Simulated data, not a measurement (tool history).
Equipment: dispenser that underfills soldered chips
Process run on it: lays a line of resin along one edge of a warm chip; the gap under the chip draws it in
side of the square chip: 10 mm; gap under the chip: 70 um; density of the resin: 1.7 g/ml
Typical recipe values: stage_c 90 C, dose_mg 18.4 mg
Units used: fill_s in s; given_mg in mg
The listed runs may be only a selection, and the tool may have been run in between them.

run	hour	stage_c	dose_mg	fill_s	given_mg
1	0	90	18.4	55.7	18.23
2	8.8	90	18.4	87.7	18.06
# hour 13.5: new syringe of resin
3	14.4	100	18.4	31.4	18.11
4	19.2	100	18.4	40.2	18.02
5	25.4	90	21.1	86.5	20.59
# hour 29.4: new syringe of resin
6	30.6	90	17.5	52.2	17.18
7	35.4	90	17.5	66.8	17.06
8	39	90	16.8	83.9	16.3
# hour 45.5: new syringe of resin
9	45.6	90	18.4	48.3	18.01
10	53.9	90	18.4	76.3	17.85
11	60.1	90	18.4	105.4	17.8
# hour 61.2: new syringe of resin
# hour 62.2: dispensing valve cleaned and set on the balance
12	69.7	90	18.4	71.2	18.28
13	74.9	90	18.4	95	18.47
# hour 77.9: new syringe of resin
14	82	79	18.4	104.6	18.36
15	88.7	79	18.4	148.1	18.33
16	93	79	18.4	186	18.43
# hour 93.9: new syringe of resin
17	97.9	90	18.4	59	18.38
18	102.9	98	23.6	51.8	23.63
# hour 109.8: new syringe of resin
19	111.7	88	18.9	59.5	18.88
20	115.6	76	20.7	135	20.39
21	120.3	76	20.7	173.3	20.33
# hour 125.8: new syringe of resin
22	126.8	90	17.1	53	16.77
23	135.4	79	22.1	138.5	21.9
# hour 141.7: new syringe of resin
24	143.6	95	19.9	42.8	19.45
25	150.1	105	20.2	39.2	19.85
26	156.9	86	20	133.1	19.7
# hour 157.9: new syringe of resin
27	162.6	103	16.5	35.1	16.22
28	169.9	103	16.5	51.2	16.03
# hour 174: new syringe of resin
29	175.7	100	18.4	33.2	18
30	180.8	100	18.4	42.6	17.89
31	184.6	77	21	162.1	20.2

4 ways to go on from here, each from the tool as it stands after run 31. What would each give?
# hour 189.7: new syringe of resin
A	192.1	96	15.7	?	?
# hour 189.7: new syringe of resin
B	192.1	86	21	?	?
# hour 189.7: new syringe of resin
C	192.1	88	15.9	?	?
# hour 189.7: new syringe of resin
D	192.1	78	17.1	?	?

run	fill_s	given_mg
A	43.6	15.37
B	66.6	20.21
C	64.1	15.42
D	103.6	16.61
Without the tool's unlogged condition, the same runs would have read:
run	fill_s	given_mg
A	36.1	15.84
B	55.2	20.83
C	52.9	15.89
D	85.4	17.12
